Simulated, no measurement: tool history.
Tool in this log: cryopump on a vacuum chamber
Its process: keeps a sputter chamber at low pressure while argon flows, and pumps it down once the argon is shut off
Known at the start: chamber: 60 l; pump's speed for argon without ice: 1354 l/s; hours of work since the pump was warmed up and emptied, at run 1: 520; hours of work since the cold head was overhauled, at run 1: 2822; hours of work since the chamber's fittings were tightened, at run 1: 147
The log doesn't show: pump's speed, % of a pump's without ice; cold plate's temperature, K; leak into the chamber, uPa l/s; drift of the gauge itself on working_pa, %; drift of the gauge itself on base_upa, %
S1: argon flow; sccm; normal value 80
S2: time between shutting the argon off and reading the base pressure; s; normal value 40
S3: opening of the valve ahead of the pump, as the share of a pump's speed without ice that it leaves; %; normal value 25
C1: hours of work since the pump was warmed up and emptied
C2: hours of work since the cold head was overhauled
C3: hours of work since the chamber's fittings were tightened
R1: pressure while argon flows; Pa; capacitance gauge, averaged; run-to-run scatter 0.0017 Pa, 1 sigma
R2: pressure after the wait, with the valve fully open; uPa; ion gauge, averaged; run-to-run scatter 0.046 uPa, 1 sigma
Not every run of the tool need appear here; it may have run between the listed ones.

Run 1, hour 0.0: usual settings; C1 520; C2 2822; C3 147. Result: R1 0.4395 Pa, R2 3.10 uPa.
At hour 45.8: pump warmed up, emptied and cooled again.
Run 2, hour 97.7: usual settings; C1 33; C2 2881; C3 205. Result: R1 0.4037 Pa, R2 2.88 uPa.
Run 3, hour 170.4: usual settings but S2 80 s; C1 78; C2 2926; C3 250. Result: R1 0.4092 Pa, R2 1.71 uPa.
Run 4, hour 277.0: usual settings but S1 64 sccm; C1 145; C2 2993; C3 317. Result: R1 0.3276 Pa, R2 2.97 uPa.
Run 5, hour 332.3: usual settings but S1 64 sccm; C1 179; C2 3027; C3 352. Result: R1 0.3294 Pa, R2 3.02 uPa.
Run 6, hour 385.0: usual settings but S1 64 sccm; C1 212; C2 3061; C3 385. Result: R1 0.3317 Pa, R2 3.07 uPa.
Run 7, hour 467.9: usual settings; C1 264; C2 3112; C3 437. Result: R1 0.4153 Pa, R2 3.10 uPa.
Run 8, hour 554.9: usual settings; C1 319; C2 3167; C3 491. Result: R1 0.4182 Pa, R2 3.19 uPa.
Run 9, hour 648.2: usual settings; C1 377; C2 3225; C3 550. Result: R1 0.4244 Pa, R2 3.31 uPa.
Run 10, hour 724.1: usual settings but S1 34 sccm, S2 37 s, S3 28 %; C1 425; C2 3273; C3 597. Result: R1 0.1631 Pa, R2 3.51 uPa.
Run 11, hour 797.6: usual settings but S1 34 sccm, S2 37 s, S3 28 %; C1 471; C2 3319; C3 643. Result: R1 0.1644 Pa, R2 3.52 uPa.
Run 12, hour 854.4: usual settings but S1 43 sccm, S2 38 s, S3 44 %; C1 506; C2 3354; C3 679. Result: R1 0.1406 Pa, R2 3.49 uPa.
At hour 924.9: pump warmed up, emptied and cooled again.
Run 13, hour 964.5: usual settings but S2 54 s, S3 16 %; C1 25; C2 3420; C3 745. Result: R1 0.6305 Pa, R2 2.53 uPa.
Run 14, hour 1017.5: usual settings but S2 54 s, S3 16 %; C1 58; C2 3453; C3 778. Result: R1 0.6322 Pa, R2 2.52 uPa.
Run 15, hour 1094.8: usual settings but S1 61 sccm, S2 261 s, S3 16 %; C1 106; C2 3502; C3 826. Result: R1 0.4846 Pa, R2 1.09 uPa.
Run 16, hour 1177.5: usual settings but S1 155 sccm, S2 140 s, S3 31 %; C1 158; C2 3554; C3 878. Result: R1 0.6476 Pa, R2 1.46 uPa.
Run 17, hour 1296.8: usual settings but S1 75 sccm, S2 77 s, S3 42 %; C1 233; C2 3628; C3 953. Result: R1 0.2399 Pa, R2 2.16 uPa.
Run 18, hour 1365.5: usual settings but S1 40 sccm, S2 55 s, S3 17 %; C1 276; C2 3671; C3 996. Result: R1 0.3034 Pa, R2 2.74 uPa.

Branching from run 18: 5 alternative next runs. What would each branch give?
Run A, hour 1469.2: usual settings; C1 341; C2 3736; C3 1061. Result: R1 ?, R2 ?.
Run B, hour 1469.2: usual settings but S1 35 sccm, S2 27 s, S3 16 %; C1 341; C2 3736; C3 1061. Result: R1 ?, R2 ?.
Run C, hour 1469.2: usual settings but S1 40 sccm, S2 27 s, S3 31 %; C1 341; C2 3736; C3 1061. Result: R1 ?, R2 ?.
Run D, hour 1469.2: usual settings but S3 42 %; C1 341; C2 3736; C3 1061. Result: R1 ?, R2 ?.
Run E, hour 1469.2: usual settings but S1 123 sccm, S2 103 s, S3 50 %; C1 341; C2 3736; C3 1061. Result: R1 ?, R2 ?.

run      R1    R2
  A  0.4238  3.45
  B  0.2839  4.75
  C  0.1731  4.76
  D  0.2629  3.57
  E  0.3434  1.91
What these runs would have given with no unlogged condition in the tool:
run      R1    R2
  A  0.3996  2.76
  B  0.2733  4.05
  C  0.1610  4.05
  D  0.2386  2.86
  E  0.3062  1.21
